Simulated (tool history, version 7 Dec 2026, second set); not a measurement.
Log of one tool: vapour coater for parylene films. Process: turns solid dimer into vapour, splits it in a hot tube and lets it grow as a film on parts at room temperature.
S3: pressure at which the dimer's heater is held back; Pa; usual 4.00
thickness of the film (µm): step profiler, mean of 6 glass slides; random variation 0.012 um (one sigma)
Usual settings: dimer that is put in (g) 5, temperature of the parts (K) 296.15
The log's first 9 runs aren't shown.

{"run": 10, "hour": 217.3, "dimer that is put in (g)": 3, "temperature of the parts (K)": 296.15, "S3": 4.0, "thickness of the film (µm)": 0.72}
{"run": 11, "hour": 240.4, "dimer that is put in (g)": 3, "temperature of the parts (K)": 296.15, "S3": 4.0, "thickness of the film (µm)": 0.71}
{"run": 12, "hour": 257.3, "dimer that is put in (g)": 5, "temperature of the parts (K)": 296.15, "S3": 4.0, "thickness of the film (µm)": 1.21}
{"run": 13, "hour": 287.3, "dimer that is put in (g)": 5, "temperature of the parts (K)": 296.15, "S3": 11.5, "thickness of the film (µm)": 1.04}
{"run": 14, "hour": 301.2, "dimer that is put in (g)": 5, "temperature of the parts (K)": 296.15, "S3": 11.5, "thickness of the film (µm)": 1.03}
{"run": 15, "hour": 316.9, "dimer that is put in (g)": 5, "temperature of the parts (K)": 296.15, "S3": 11.5, "thickness of the film (µm)": 1.04}
{"run": 16, "hour": 329.9, "dimer that is put in (g)": 5, "temperature of the parts (K)": 296.15, "S3": 11.5, "thickness of the film (µm)": 1.03}
{"run": 17, "hour": 342.3, "dimer that is put in (g)": 5, "temperature of the parts (K)": 296.15, "S3": 11.5, "thickness of the film (µm)": 1.04}
{"run": 18, "hour": 361.5, "dimer that is put in (g)": 5, "temperature of the parts (K)": 296.15, "S3": 4.3, "thickness of the film (µm)": 1.16}
{"run": 19, "hour": 376.9, "dimer that is put in (g)": 5, "temperature of the parts (K)": 296.15, "S3": 4.0, "thickness of the film (µm)": 1.18}
{"run": 20, "hour": 398.6, "dimer that is put in (g)": 5, "temperature of the parts (K)": 296.15, "S3": 4.0, "thickness of the film (µm)": 1.16}
{"run": 21, "hour": 417.4, "dimer that is put in (g)": 5, "temperature of the parts (K)": 296.15, "S3": 4.0, "thickness of the film (µm)": 1.15}
{"run": 22, "hour": 445.0, "dimer that is put in (g)": 5, "temperature of the parts (K)": 296.15, "S3": 4.0, "thickness of the film (µm)": 1.17}
{"run": 23, "hour": 464.5, "dimer that is put in (g)": 8, "temperature of the parts (K)": 296.15, "S3": 4.0, "thickness of the film (µm)": 1.85}
{"run": 24, "hour": 486.2, "dimer that is put in (g)": 5, "temperature of the parts (K)": 288.15, "S3": 4.0, "thickness of the film (µm)": 1.45}
{"run": 25, "hour": 499.3, "dimer that is put in (g)": 5, "temperature of the parts (K)": 288.15, "S3": 3.39, "thickness of the film (µm)": 1.48}
{"run": 26, "hour": 525.7, "dimer that is put in (g)": 4, "temperature of the parts (K)": 288.15, "S3": 2.12, "thickness of the film (µm)": 1.26}

Run 27 comes next. What will it give?
{"run": 27, "hour": 542.5, "dimer that is put in (g)": 4, "temperature of the parts (K)": 288.15, "S3": 2.12, "thickness of the film (µm)": "?"}

Run 27 gave thickness of the film (µm) 1.24.
Without the tool's hidden state the same run would have given thickness of the film (µm) 1.34.
